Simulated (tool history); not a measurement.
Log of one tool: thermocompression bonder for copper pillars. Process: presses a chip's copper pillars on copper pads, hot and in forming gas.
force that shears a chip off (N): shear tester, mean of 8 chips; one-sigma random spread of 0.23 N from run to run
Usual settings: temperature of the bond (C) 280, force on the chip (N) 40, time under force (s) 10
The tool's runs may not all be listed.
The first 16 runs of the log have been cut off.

run,day,temperature of the bond (C),force on the chip (N),time under force (s),force that shears a chip off (N)
17,9.604,280,40,10,48.9
18,10.333,287,40,10,51.5
19,11.125,287,40,10,51.8
20,11.475,280,50,10,53.4
21,12,281,51,10,54.7
# day 12.142: heater calibrated with a thermocouple chip
22,12.529,281,51,10,54.1
23,13.325,307,51,23,76
24,13.967,270,27,10,34.8
25,14.304,270,25,10,33.6
26,14.783,268,41,13,46.8
27,15.383,268,41,13,46.7
28,16.138,301,44,10,57.5
# day 16.688: heater calibrated with a thermocouple chip, once more
29,16.846,280,30,20,55.9
# day 16.942: forming gas filter changed
30,17.204,306,29,8,52.3
31,17.779,307,32,7,53
32,18.5,307,32,7,52.4
33,19.288,256,54,22,62.6
34,19.675,256,54,22,62.8
35,20.029,255,28,8,31.8
36,20.583,255,28,8,31.6
37,21.046,265,38,8,41.5
38,21.392,265,38,8,41.7
39,21.812,265,38,8,41.9
40,22.154,291,47,16,67.9

4 ways to go on from here, each from the tool as it stands after run 40. What would each give?
A,22.771,278,40,10,?
B,22.771,275,47,16,?
C,22.771,252,40,23,?
D,22.771,291,30,16,?

run,force that shears a chip off (N)
A,51.1
B,61.5
C,53.9
D,57.3
Had the tool no hidden state, the same runs would have come out as:
run,force that shears a chip off (N)
A,51.3
B,61.9
C,54.1
D,57.6
